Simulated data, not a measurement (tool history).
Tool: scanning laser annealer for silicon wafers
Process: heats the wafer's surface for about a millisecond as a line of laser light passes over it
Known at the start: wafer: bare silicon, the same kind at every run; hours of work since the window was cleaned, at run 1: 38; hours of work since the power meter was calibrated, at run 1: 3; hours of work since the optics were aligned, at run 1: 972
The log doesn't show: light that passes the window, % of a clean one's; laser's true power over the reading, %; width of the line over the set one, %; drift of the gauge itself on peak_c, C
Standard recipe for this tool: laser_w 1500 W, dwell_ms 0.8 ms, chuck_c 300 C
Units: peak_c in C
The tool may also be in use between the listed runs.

| run | hour | laser_w | dwell_ms | chuck_c | hours of work since the window was cleaned | hours of work since the power meter was calibrated | hours of work since the optics were aligned | peak_c |
|---|---|---|---|---|---|---|---|---|
| 1 | 0 | 1500 | 0.8 | 300 | 38 | 3 | 972 | 1021 |
| 2 | 13.2 | 1500 | 0.8 | 300 | 46 | 11 | 980 | 1027 |
| 3 | 20 | 1500 | 0.8 | 300 | 50 | 15 | 984 | 1019 |
| 4 | 30.5 | 1500 | 0.8 | 261 | 57 | 22 | 991 | 984 |
| 5 | 44.5 | 1500 | 0.8 | 300 | 65 | 30 | 999 | 1024 |
| 6 | 55.6 | 1500 | 0.8 | 300 | 72 | 37 | 1006 | 1022 |
| 7 | 66.7 | 1349 | 0.8 | 300 | 79 | 44 | 1013 | 950 |
| 8 | 80.8 | 1582 | 0.8 | 300 | 87 | 53 | 1021 | 1062 |
| 9 | 91.9 | 1616 | 0.645 | 285 | 94 | 59 | 1028 | 975 |
| 10 | 103.4 | 1500 | 0.647 | 300 | 101 | 66 | 1035 | 941 |
| 11 | 110.4 | 1548 | 0.859 | 299 | 105 | 71 | 1039 | 1070 |
| 12 | 121.6 | 1644 | 0.859 | 309 | 112 | 77 | 1046 | 1128 |
| 13 | 131.4 | 1473 | 0.767 | 264 | 118 | 83 | 1052 | 954 |

For run 14, what comes out?
| 14 | 144 | 1500 | 0.991 | 277 | 126 | 91 | 1060 | ? |

{"run 14": {"peak_c": 1084}}
Without the tool's hidden state the same run would have given peak_c 1106 C.

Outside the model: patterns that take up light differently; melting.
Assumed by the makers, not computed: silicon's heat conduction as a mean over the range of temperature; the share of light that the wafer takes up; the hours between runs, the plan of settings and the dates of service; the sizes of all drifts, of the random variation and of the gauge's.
